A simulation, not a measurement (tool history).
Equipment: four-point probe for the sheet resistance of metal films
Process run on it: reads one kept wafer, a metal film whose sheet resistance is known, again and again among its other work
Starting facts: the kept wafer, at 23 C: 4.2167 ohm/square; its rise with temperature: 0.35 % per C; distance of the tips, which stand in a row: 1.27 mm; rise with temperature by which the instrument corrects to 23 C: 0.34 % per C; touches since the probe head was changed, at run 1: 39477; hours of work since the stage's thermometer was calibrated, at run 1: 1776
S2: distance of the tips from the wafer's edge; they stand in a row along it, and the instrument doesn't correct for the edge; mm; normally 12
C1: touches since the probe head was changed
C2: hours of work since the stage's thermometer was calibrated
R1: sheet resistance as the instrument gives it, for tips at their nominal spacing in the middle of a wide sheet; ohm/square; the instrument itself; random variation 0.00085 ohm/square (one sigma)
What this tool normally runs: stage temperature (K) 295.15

Run 1, hour 0.0: usual settings; C1 39477; C2 1776. Result: R1 4.255297 ohm/square.
Run 2, hour 92.1: usual settings; C1 44297; C2 1843. Result: R1 4.256888 ohm/square.
Run 3, hour 229.6: usual settings; C1 51492; C2 1944. Result: R1 4.256526 ohm/square.
Run 4, hour 309.9: usual settings; C1 55694; C2 2002. Result: R1 4.258396 ohm/square.
Run 5, hour 414.8: usual settings; C1 61185; C2 2079. Result: R1 4.258771 ohm/square.
Run 6, hour 538.7: usual settings but S2 57 mm; C1 67668; C2 2169. Result: R1 4.238209 ohm/square.
Run 7, hour 660.9: usual settings but S2 57 mm; C1 74065; C2 2258. Result: R1 4.238699 ohm/square.
Run 8, hour 734.8: usual settings but S2 57 mm; C1 77932; C2 2312. Result: R1 4.239514 ohm/square.
Run 9, hour 843.8: usual settings; C1 83634; C2 2392. Result: R1 4.264602 ohm/square.
Run 10, hour 915.1: usual settings; C1 87365; C2 2444. Result: R1 4.264476 ohm/square.
At hour 1004.5: stage's thermometer calibrated.
Run 11, hour 1018.9: usual settings; C1 92773; C2 11. Result: R1 4.272697 ohm/square.
Run 12, hour 1088.1: usual settings; C1 96396; C2 61. Result: R1 4.272521 ohm/square.
Run 13, hour 1194.0: usual settings; C1 101937; C2 138. Result: R1 4.274250 ohm/square.
Run 14, hour 1313.1: usual settings; C1 108168; C2 225. Result: R1 4.276635 ohm/square.
Run 15, hour 1390.3: usual settings; C1 112208; C2 281. Result: R1 4.276931 ohm/square.
Run 16, hour 1453.8: usual settings but S2 8 mm; C1 115531; C2 328. Result: R1 4.309113 ohm/square.
Run 17, hour 1586.7: usual settings but S2 8 mm; C1 122485; C2 425. Result: R1 4.309651 ohm/square.
Run 18, hour 1681.4: usual settings but S2 8 mm; C1 127439; C2 494. Result: R1 4.311365 ohm/square.
At hour 1720.8: new probe head fitted.
Run 19, hour 1792.4: usual settings but S2 8 mm; C1 3746; C2 574. Result: R1 4.272671 ohm/square.
Run 20, hour 1925.6: usual settings but S2 64 mm; C1 10717; C2 671. Result: R1 4.217359 ohm/square.
Run 21, hour 2015.6: usual settings; C1 15424; C2 737. Result: R1 4.243693 ohm/square.
Run 22, hour 2138.3: usual settings but S2 5 mm; C1 21844; C2 827. Result: R1 4.361505 ohm/square.
Run 23, hour 2228.3: usual settings but S2 5 mm; C1 26555; C2 892. Result: R1 4.362848 ohm/square.
Run 24, hour 2340.3: usual settings but stage temperature (K) 293.15, S2 23 mm; C1 32417; C2 974. Result: R1 4.227911 ohm/square.
Run 25, hour 2418.0: usual settings but stage temperature (K) 293.15, S2 23 mm; C1 36485; C2 1031. Result: R1 4.228540 ohm/square.
Run 26, hour 2515.1: usual settings but stage temperature (K) 298.15, S2 21 mm; C1 41564; C2 1102. Result: R1 4.233924 ohm/square.
Run 27, hour 2606.2: usual settings but stage temperature (K) 297.15, S2 21 mm; C1 46332; C2 1168. Result: R1 4.233032 ohm/square.
Run 28, hour 2669.0: usual settings but stage temperature (K) 293.15, S2 4 mm; C1 49619; C2 1214. Result: R1 4.440826 ohm/square.
Run 29, hour 2769.7: usual settings but stage temperature (K) 305.15, S2 50 mm; C1 54887; C2 1287. Result: R1 4.231685 ohm/square.
Run 30, hour 2833.2: usual settings but stage temperature (K) 296.15, S2 35 mm; C1 58209; C2 1334. Result: R1 4.232249 ohm/square.
Run 31, hour 2929.5: usual settings but stage temperature (K) 296.15, S2 35 mm; C1 63251; C2 1404. Result: R1 4.232039 ohm/square.
Run 32, hour 3047.8: usual settings but S2 6 mm; C1 69440; C2 1490. Result: R1 4.328114 ohm/square.
Run 33, hour 3138.8: usual settings but stage temperature (K) 294.15, S2 28 mm; C1 74201; C2 1557. Result: R1 4.233200 ohm/square.
Run 34, hour 3207.1: usual settings but stage temperature (K) 291.15, S2 10 mm; C1 77779; C2 1606. Result: R1 4.264143 ohm/square.
Run 35, hour 3297.9: usual settings but stage temperature (K) 292.15, S2 72 mm; C1 82527; C2 1673. Result: R1 4.231738 ohm/square.
Run 36, hour 3357.3: usual settings but stage temperature (K) 291.15; C1 85638; C2 1716. Result: R1 4.257104 ohm/square.

Run 37 is up next; what results do you expect?
Run 37, hour 3490.7: usual settings but stage temperature (K) 291.15; C1 92620; C2 1813. Result: R1 ?.

R1: 4.255824 ohm/square
The same run, on a tool lacking any hidden state, would have yielded R1 4.237795 ohm/square.
